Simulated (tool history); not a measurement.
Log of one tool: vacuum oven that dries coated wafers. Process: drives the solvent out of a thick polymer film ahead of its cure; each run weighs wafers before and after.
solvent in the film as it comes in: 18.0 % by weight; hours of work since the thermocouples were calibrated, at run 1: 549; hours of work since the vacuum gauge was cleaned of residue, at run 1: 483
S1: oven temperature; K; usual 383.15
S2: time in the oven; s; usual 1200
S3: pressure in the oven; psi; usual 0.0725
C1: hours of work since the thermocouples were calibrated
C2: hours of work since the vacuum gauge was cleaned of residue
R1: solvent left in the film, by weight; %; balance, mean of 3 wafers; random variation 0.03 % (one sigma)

run	hour	S1	S2	S3	C1	C2	R1
1	0.0	383.15	1200	0.0725	549	483	2.26
2	85.5	383.15	780	0.0725	601	534	4.07
3	123.0	383.15	780	0.1852	623	557	4.72
4	172.2	383.15	1260	0.0725	653	586	2.08
5	219.2	383.15	1260	0.0725	681	615	2.09
6	265.2	383.15	1260	0.0725	709	642	2.02
7	340.0	383.15	1200	0.0500	754	688	2.06
8	402.7	383.15	1200	0.0725	792	725	2.16
9	490.4	383.15	1200	0.0725	845	778	2.19
10	549.5	383.15	1200	0.0725	880	814	2.14
11	599.5	383.15	1200	0.0725	910	844	2.17
12	636.0	383.15	1200	0.0725	932	866	2.17
13	718.2	383.15	1200	0.0725	982	915	2.13
14	804.2	383.15	1200	0.0725	1034	967	2.16
15	876.5	383.15	1200	0.0725	1077	1011	2.15
# hour 890.3: oven's thermocouples calibrated
16	925.3	383.15	1200	0.0725	21	1039	1.83
17	976.2	383.15	1200	0.0371	52	1070	1.60
18	1060.3	383.15	1200	0.2638	102	1120	3.02
19	1115.9	383.15	1200	0.2638	136	1154	2.95
# hour 1148.6: oven's thermocouples calibrated, once more
20	1157.4	383.15	1200	0.2638	5	1178	4.04
21	1203.4	383.15	1200	0.2638	33	1205	4.05
22	1255.8	383.15	1200	0.2638	65	1237	4.08
23	1322.2	383.15	1200	0.1623	105	1277	3.40
24	1392.1	383.15	1200	0.1623	147	1319	3.38
25	1478.0	395.15	660	0.0725	198	1371	1.96
26	1521.3	389.15	1620	0.0725	225	1397	0.97
27	1585.3	387.15	1200	0.0941	263	1435	1.94
28	1649.9	387.15	1200	0.0941	302	1474	1.96
29	1689.0	387.15	1200	0.0941	326	1498	1.90
30	1767.4	380.15	840	0.1404	373	1545	5.63
31	1807.7	385.15	1920	0.1404	397	1569	1.69
32	1847.4	375.15	600	0.2264	421	1593	9.41
33	1887.1	375.15	600	0.2421	445	1617	9.46
34	1940.3	392.15	1080	0.1855	477	1649	1.79
35	2012.3	388.15	1200	0.0725	520	1693	1.61
36	2052.7	383.15	1620	0.0725	545	1717	1.72
37	2115.5	383.15	1200	0.0725	583	1755	2.63
38	2179.0	372.15	780	0.1305	621	1793	8.64
39	2266.4	372.15	780	0.1305	673	1846	8.60
40	2341.1	370.15	780	0.1988	718	1891	9.74
41	2413.3	379.15	660	0.1072	762	1934	6.74
42	2490.3	397.15	1140	0.2203	808	1981	1.46
43	2555.1	370.15	1200	0.2387	847	2020	8.05
44	2626.4	380.15	1560	0.0473	890	2063	2.15
45	2674.1	394.15	1740	0.1719	919	2091	1.26
46	2750.9	389.15	1740	0.2447	965	2138	1.96

The next listed run, before its measurement:
47	2806.9	383.15	780	0.1249	999	2171	?

{"run 47": {"R1": 4.46}}
Without the tool's hidden state the same run would have given R1 4.77 %.

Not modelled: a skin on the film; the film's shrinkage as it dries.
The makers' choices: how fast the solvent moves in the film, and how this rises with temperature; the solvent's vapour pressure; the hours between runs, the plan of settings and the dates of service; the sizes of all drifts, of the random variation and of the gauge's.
